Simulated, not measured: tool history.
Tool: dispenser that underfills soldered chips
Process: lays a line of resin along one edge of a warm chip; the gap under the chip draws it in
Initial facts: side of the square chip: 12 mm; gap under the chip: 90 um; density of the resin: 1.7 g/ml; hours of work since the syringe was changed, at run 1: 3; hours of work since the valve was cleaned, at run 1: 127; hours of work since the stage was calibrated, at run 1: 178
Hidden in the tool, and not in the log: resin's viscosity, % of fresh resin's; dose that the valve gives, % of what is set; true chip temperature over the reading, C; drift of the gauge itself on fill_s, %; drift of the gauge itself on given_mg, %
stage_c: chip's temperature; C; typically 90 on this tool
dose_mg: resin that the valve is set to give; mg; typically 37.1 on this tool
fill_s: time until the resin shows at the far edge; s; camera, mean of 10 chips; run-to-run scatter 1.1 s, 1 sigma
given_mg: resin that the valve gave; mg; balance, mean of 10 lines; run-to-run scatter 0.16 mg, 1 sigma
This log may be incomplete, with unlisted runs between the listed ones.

run	hour	stage_c	dose_mg	hours of work since the syringe was changed	hours of work since the valve was cleaned	hours of work since the stage was calibrated	fill_s	given_mg
1	0.0	90	37.1	3	127	178	116.8	33.90
# hour 6.6: dispensing valve cleaned and set on the balance
# hour 14.5: new syringe of resin
2	14.5	90	37.1	0	5	187	104.9	37.07
3	22.0	90	37.1	5	10	191	123.6	36.97
# hour 32.7: new syringe of resin
4	35.3	90	37.1	2	18	200	113.7	36.56
5	47.8	90	41.9	10	26	208	154.2	41.02
# hour 51.5: new syringe of resin
6	57.6	94	41.9	4	32	214	107.6	40.73
# hour 69.8: new syringe of resin
7	69.9	94	41.9	0	40	222	94.8	40.90
8	76.9	78	41.9	5	44	226	183.6	40.62
9	84.2	100	37.1	9	49	231	110.8	35.57
# hour 88.0: new syringe of resin
10	93.7	90	37.1	4	55	237	121.4	35.86
11	101.8	90	37.1	9	60	242	146.9	35.46
# hour 106.5: new syringe of resin
12	113.7	86	33.9	5	67	249	147.2	32.16
# hour 124.9: new syringe of resin
13	127.2	88	47.8	1	76	258	120.4	45.12
14	140.9	86	35.9	10	85	266	180.0	33.95
# hour 143.6: new syringe of resin
15	152.6	94	35.9	6	92	274	120.2	33.34
# hour 161.5: new syringe of resin
16	165.2	76	35.9	2	100	282	187.5	33.44
17	175.0	91	38.2	9	106	288	146.7	35.43
# hour 179.8: new syringe of resin
18	183.6	95	47.4	2	111	293	99.4	43.36
19	191.0	95	47.4	7	116	298	118.3	43.59

Predict each of these 5 candidate next runs independently; none follows another, all start after run 19:
# hour 198.1: new syringe of resin
A	200.0	95	36.2	1	122	304	?	?
# hour 198.1: new syringe of resin
B	200.0	86	37.5	1	122	304	?	?
# hour 198.1: new syringe of resin
C	200.0	82	47.1	1	122	304	?	?
# hour 198.1: new syringe of resin
D	200.0	77	44.4	1	122	304	?	?
# hour 198.1: new syringe of resin
E	200.0	103	43.5	1	122	304	?	?

run	fill_s	given_mg
A	101.7	33.00
B	130.8	34.34
C	151.0	43.18
D	175.6	40.48
E	77.7	39.74
The same runs, with their run-to-run variation unchanged, on a tool lacking any hidden condition would have given:
run	fill_s	given_mg
A	89.6	36.08
B	115.3	37.55
C	134.0	47.20
D	155.3	44.27
E	69.1	43.46
